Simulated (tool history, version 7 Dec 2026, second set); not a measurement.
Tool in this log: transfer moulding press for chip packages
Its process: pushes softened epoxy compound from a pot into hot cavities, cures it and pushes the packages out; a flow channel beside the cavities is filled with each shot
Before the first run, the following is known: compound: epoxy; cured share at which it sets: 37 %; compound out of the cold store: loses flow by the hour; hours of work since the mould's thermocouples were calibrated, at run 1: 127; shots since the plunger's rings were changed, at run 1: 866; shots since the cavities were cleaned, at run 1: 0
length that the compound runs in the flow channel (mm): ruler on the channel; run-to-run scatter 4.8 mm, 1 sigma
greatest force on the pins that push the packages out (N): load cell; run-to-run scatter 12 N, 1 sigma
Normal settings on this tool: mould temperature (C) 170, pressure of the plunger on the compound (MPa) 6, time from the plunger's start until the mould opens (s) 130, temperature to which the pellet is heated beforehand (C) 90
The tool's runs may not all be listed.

run	hour	mould temperature (C)	pressure of the plunger on the compound (MPa)	time from the plunger's start until the mould opens (s)	temperature to which the pellet is heated beforehand (C)	hours of work since the mould's thermocouples were calibrated	shots since the plunger's rings were changed	shots since the cavities were cleaned	incoming compound's hours out of the cold store	length that the compound runs in the flow channel (mm)	greatest force on the pins that push the packages out (N)
1	0	170	6	130	90	127	866	0	18.3	740	561
2	15.5	170	6	130	90	138	1041	175	19.9	732	742
3	27	170	6	115	90	147	1172	306	32.3	680	997
4	46.2	170	6	115	90	161	1390	524	42.9	645	1149
# hour 65.1: cavities cleaned with cleaning compound and waxed
5	72	170	6	115	90	178	1665	79	33.6	684	787
6	92.7	170	6	130	90	194	1900	314	10.1	761	868
7	113.5	170	6	151	90	209	2135	549	25.2	702	882
8	125	170	6	130	90	217	2266	680	13.7	736	1041
# hour 130.4: cavities cleaned with cleaning compound and waxed
9	145.1	176	6	130	90	231	2477	167	27.1	679	653
10	167.6	176	6	130	90	247	2732	422	37.8	638	797
11	187	176	6	130	90	262	2952	642	35.2	649	882
# hour 196.4: cavities cleaned with cleaning compound and waxed
12	210.3	176	6	130	90	278	3199	158	22.8	675	646
13	222.2	170	6	130	90	286	3333	292	46.8	618	853
14	241.8	170	6	130	90	301	3556	515	37.9	654	964
15	255.8	170	6.91	129	98	311	3714	673	21.5	756	1038
# hour 262.9: cavities cleaned with cleaning compound and waxed
16	271.8	171	5.54	122	89	322	3879	101	21.7	663	741
17	289.8	171	5.54	122	89	335	4082	304	36.5	612	891
# hour 296.4: plunger's sealing rings changed
18	304.9	171	5.54	122	89	344	96	447	45.4	632	970
19	316.2	171	5.54	122	89	352	225	576	46.6	621	1015
# hour 330.5: cavities cleaned with cleaning compound and waxed
20	331.9	171	5.54	122	89	363	386	16	25.2	683	605
21	344.6	165	6.22	119	91	372	530	160	16.7	780	1287
22	369.1	170	5.78	130	90	390	807	437	25	709	940
23	386.3	165	6	163	90	403	1002	632	34.2	698	1006
# hour 396: cavities cleaned with cleaning compound and waxed
24	399.8	164	5.92	121	90	411	1138	42	24.8	730	1038
25	422.6	170	6	166	90	428	1397	301	15.8	746	746
26	434.7	170	6	166	90	437	1534	438	20.7	725	803
27	455	170	6	139	97	452	1764	668	41.2	657	983

Each row is a separate what-if for the run after 27, all from the same tool condition, not one after another. Results?
# hour 462.5: cavities cleaned with cleaning compound and waxed
A	469.5	177	6	139	94	461	1911	79	47.7	?	?
# hour 462.5: cavities cleaned with cleaning compound and waxed
B	469.5	173	6.47	139	97	461	1911	79	20.7	?	?
# hour 462.5: cavities cleaned with cleaning compound and waxed
C	469.5	170	5.59	132	94	461	1911	79	15	?	?
# hour 462.5: cavities cleaned with cleaning compound and waxed
D	469.5	170	6	129	97	461	1911	79	23.7	?	?
# hour 462.5: cavities cleaned with cleaning compound and waxed
E	469.5	162	6.42	130	90	461	1911	79	27.9	?	?

run	length that the compound runs in the flow channel (mm)	greatest force on the pins that push the packages out (N)
A	620	542
B	734	562
C	713	662
D	704	663
E	751	1086
Stripped of hidden state, with their random variation kept, the same runs would have yielded:
run	length that the compound runs in the flow channel (mm)	greatest force on the pins that push the packages out (N)
A	635	456
B	751	471
C	730	552
D	720	554
E	768	901

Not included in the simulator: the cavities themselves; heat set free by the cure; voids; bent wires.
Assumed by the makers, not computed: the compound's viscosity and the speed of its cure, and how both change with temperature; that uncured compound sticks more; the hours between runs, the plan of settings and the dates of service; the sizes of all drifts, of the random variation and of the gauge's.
